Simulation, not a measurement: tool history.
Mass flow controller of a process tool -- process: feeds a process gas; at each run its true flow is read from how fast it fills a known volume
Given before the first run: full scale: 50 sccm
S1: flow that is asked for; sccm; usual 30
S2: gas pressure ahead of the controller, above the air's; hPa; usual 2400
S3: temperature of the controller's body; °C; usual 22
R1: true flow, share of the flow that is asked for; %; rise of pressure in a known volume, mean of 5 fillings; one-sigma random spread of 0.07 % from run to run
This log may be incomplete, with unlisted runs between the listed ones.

run    hour  S1    S2  S3      R1
  1     0.0  30  2400  22  102.49
  2   163.7  30  2400  22  102.41
  3   416.4  26  2400  22  102.49
  4   656.5  26  2780  22  102.43
  5   844.5  30  2400  22  102.82
  6  1023.4  30  2400  22  102.89
  7  1162.5  30  2400  22  103.08
  8  1435.4  30  2400  22  103.06
  9  1568.4  30  2400  20  103.28
 10  1752.6  30  2400  20  103.24
 11  1981.6  30  2400  22  103.46
 12  2113.7  30  2400  22  103.50
 13  2385.5  30  2400  22  103.53
 14  2596.0  30  2400  32  103.10
 15  2742.3  30  2400  22  103.74
 16  2895.1  30  2400  22  103.72
 17  3075.3  30  1520  22  104.23
 18  3332.8  30  2400  22  104.09
 19  3532.7  30  2400  22  104.08
 20  3741.4  30  2400  22  104.22
     3765.6  -- controller exchanged for a calibrated one
 21  4024.5  30  2400  22   98.54
 22  4297.8  30  2400  22   98.75
 23  4416.3  30  2400  22   98.82
 24  4545.2   7  2400  27   97.42
 25  4698.3   7  2400  40   97.11
 26  4925.8  13  2400  24   98.06
 27  5197.5   7  1940  39   97.72
 28  5450.7  21  1580  39   98.52
 29  5704.3   5  2400  38   98.27
 30  5874.3   5  2400  38   98.35
 31  6121.9   5  1610  21   99.67
 32  6293.2  31  1880  23   99.88
 33  6515.0  10  1880  38   98.87
 34  6742.6  30  1820  32   99.80
 35  6915.2  48  1610  22  101.47
 36  7040.5  48  1610  22  101.50
 37  7301.3  39  2530  38  100.14
 38  7555.8  11  2190  25   99.72
 39  7672.1  11  2190  25   99.89
 40  7930.5  11  2190  22  100.08
 41  8110.3  11  2190  22  100.26
 42  8272.7  11  2190  22  100.36
 43  8407.7  11  2190  22  100.47
 44  8661.7  11  2190  22  100.71
 45  8838.6  13  1750  27  100.68
 46  8964.4  13  1750  27  100.80

Forecast each of these 4 alternatives for the next run:
  A  9116.2  14  1750  37   ?
  B  9116.2  30  2620  22   ?
  C  9116.2  13  2120  40   ?
  D  9116.2  19  2310  28   ?

run      R1
  A  100.42
  B  100.90
  C  100.12
  D  100.66
Stripped of hidden state, with their random variation kept, the same runs would have yielded:
run     R1
  A  97.23
  B  98.37
  C  96.83
  D  97.79
